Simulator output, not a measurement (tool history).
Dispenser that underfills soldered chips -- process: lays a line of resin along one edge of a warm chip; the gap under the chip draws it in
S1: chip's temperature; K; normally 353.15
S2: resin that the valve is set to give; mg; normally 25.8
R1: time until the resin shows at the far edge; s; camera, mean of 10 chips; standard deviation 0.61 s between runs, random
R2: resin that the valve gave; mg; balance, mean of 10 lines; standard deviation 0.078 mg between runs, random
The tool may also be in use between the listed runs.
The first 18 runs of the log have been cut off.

run   hour      S1    S2     R1     R2
     112.3  -- new syringe of resin
     115.2  -- dispensing valve cleaned and set on the balance
 19  116.6  362.15  25.8   39.6  25.69
 20  124.6  353.15  31.6     97  31.38
     128.1  -- new syringe of resin
 21  128.5  354.15  23.6   47.4  23.39
 22  132.7  354.15  23.6   62.3  23.43
 23  138.4  357.15  28.7   74.5     28
     142.6  -- new syringe of resin
 24  142.6  357.15  28.7   40.3  28.21
 25  150.2  359.15  23.9   57.6  23.39
 26  155.1  359.15  23.9   79.1  23.31
     157.2  -- new syringe of resin
 27  161.4  355.15  27.3   55.1  26.64
 28  169.2  346.15  26.1  134.2  25.36
     171.5  -- new syringe of resin
 29  173.7  363.15    25   35.2  24.18
 30  182.6  363.15  29.5   58.8  28.52
     186.1  -- new syringe of resin
 31  188.2  357.15  23.7   46.1  22.83
 32    192  355.15  28.8   62.5  27.61
       195  -- dispensing valve cleaned and set on the balance
 33  200.8  344.15  30.9  171.9   30.9
     201.7  -- new syringe of resin
 34  206.5  353.15  23.8   63.7  23.67
 35  212.2  366.15  22.3   50.5  22.05

Branching from run 35: 3 alternative next runs. What would each branch give?
     216.1  -- new syringe of resin
  A  220.1  358.15    22   ?   ?
     216.1  -- new syringe of resin
  B  220.1  356.15  25.8   ?   ?
     216.1  -- new syringe of resin
  C  220.1  340.15  24.1   ?   ?

run     R1     R2
  A   49.5  21.63
  B   51.1  25.45
  C  113.4  23.73
What these runs would have given with no unlogged condition in the tool:
run     R1     R2
  A   43.9   21.9
  B   45.4  25.77
  C  101.9  24.02

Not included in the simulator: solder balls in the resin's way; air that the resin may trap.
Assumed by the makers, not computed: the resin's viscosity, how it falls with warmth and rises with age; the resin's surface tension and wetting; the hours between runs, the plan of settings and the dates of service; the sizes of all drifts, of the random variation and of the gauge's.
